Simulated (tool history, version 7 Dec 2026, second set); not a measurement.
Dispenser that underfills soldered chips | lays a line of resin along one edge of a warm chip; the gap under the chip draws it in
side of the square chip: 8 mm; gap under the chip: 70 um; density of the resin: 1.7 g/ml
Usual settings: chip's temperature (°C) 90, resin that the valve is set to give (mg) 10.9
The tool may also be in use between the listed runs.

run   hour  chip's temperature (°C)  resin that the valve is set to give (mg)  time until the resin shows at the far edge (s)  resin that the valve gave (mg)
  1      0                       90                                      10.9                                            74.3                           10.67
       3.9  -- new syringe of resin
  2    9.3                       90                                      10.9                                            75.9                           10.58
      12.2  -- new syringe of resin
      20.7  -- new syringe of resin
  3   26.3                       90                                      10.9                                            78.4                            10.6
      29.5  -- new syringe of resin
        38  -- new syringe of resin
  4   40.3                       90                                      10.9                                            74.4                           10.48
      45.9  -- new syringe of resin
  5   51.4                       90                                      10.9                                            78.1                           10.43
      54.8  -- new syringe of resin
      62.1  -- dispensing valve cleaned and set on the balance
      64.8  -- new syringe of resin
  6   69.9                       90                                      10.9                                            75.4                           10.79
      72.6  -- new syringe of resin
  7   77.5                       90                                      10.9                                            76.5                            10.8
      81.2  -- new syringe of resin
  8   85.1                       93                                      10.9                                            65.4                           10.79
      88.9  -- new syringe of resin
  9     93                       90                                      10.9                                              74                           10.73
      97.4  -- new syringe of resin
 10  104.7                       90                                      10.9                                            80.2                           10.78
     106.2  -- new syringe of resin
     114.8  -- new syringe of resin
 11  115.6                      102                                      10.9                                            43.3                           10.79
     123.2  -- new syringe of resin
 12  128.7                       98                                       9.7                                            56.5                            9.43
     131.4  -- new syringe of resin
     139.4  -- new syringe of resin
 13  144.3                       92                                      10.9                                            70.9                           10.62
     148.3  -- new syringe of resin
 14  154.7                      102                                      10.6                                            50.6                           10.28
     157.1  -- new syringe of resin
 15    164                       77                                      14.2                                           138.8                           13.75
     165.1  -- new syringe of resin
     173.7  -- new syringe of resin
 16  173.7                       93                                      11.3                                            62.8                           10.85
     181.8  -- new syringe of resin
 17  184.3                       85                                        11                                            91.7                           10.57
     190.3  -- new syringe of resin
     197.5  -- dispensing valve cleaned and set on the balance
     199.3  -- new syringe of resin
 18  201.2                      102                                      11.8                                            43.5                           11.88
     207.9  -- new syringe of resin
 19    214                       90                                      12.8                                            79.6                           12.72
     216.1  -- new syringe of resin
     224.7  -- new syringe of resin
 20  226.6                       80                                      10.9                                           113.5                           10.69
     232.8  -- new syringe of resin
 21  235.9                       84                                       9.4                                           100.3                            9.21
     241.1  -- new syringe of resin
     249.2  -- new syringe of resin
 22  250.8                       94                                      12.8                                            59.5                           12.55

Forecast each of these 5 alternatives for the next run:
     258.1  -- new syringe of resin
  A  259.9                       93                                      10.6                                               ?                               ?
     258.1  -- new syringe of resin
  B  259.9                       81                                      14.1                                               ?                               ?
     258.1  -- new syringe of resin
  C  259.9                       80                                      13.6                                               ?                               ?
     258.1  -- new syringe of resin
  D  259.9                       92                                        14                                               ?                               ?
     258.1  -- new syringe of resin
  E  259.9                       80                                      13.9                                               ?                               ?

run  time until the resin shows at the far edge (s)  resin that the valve gave (mg)
  A                                            64.6                           10.42
  B                                           104.1                           13.83
  C                                           110.5                           13.36
  D                                            65.9                           13.68
  E                                           108.4                           13.49
Without the tool's hidden state the same runs would have given:
run  time until the resin shows at the far edge (s)  resin that the valve gave (mg)
  A                                            60.2                           10.64
  B                                            97.2                           14.12
  C                                           103.1                           13.65
  D                                            61.7                           13.97
  E                                           101.2                           13.78
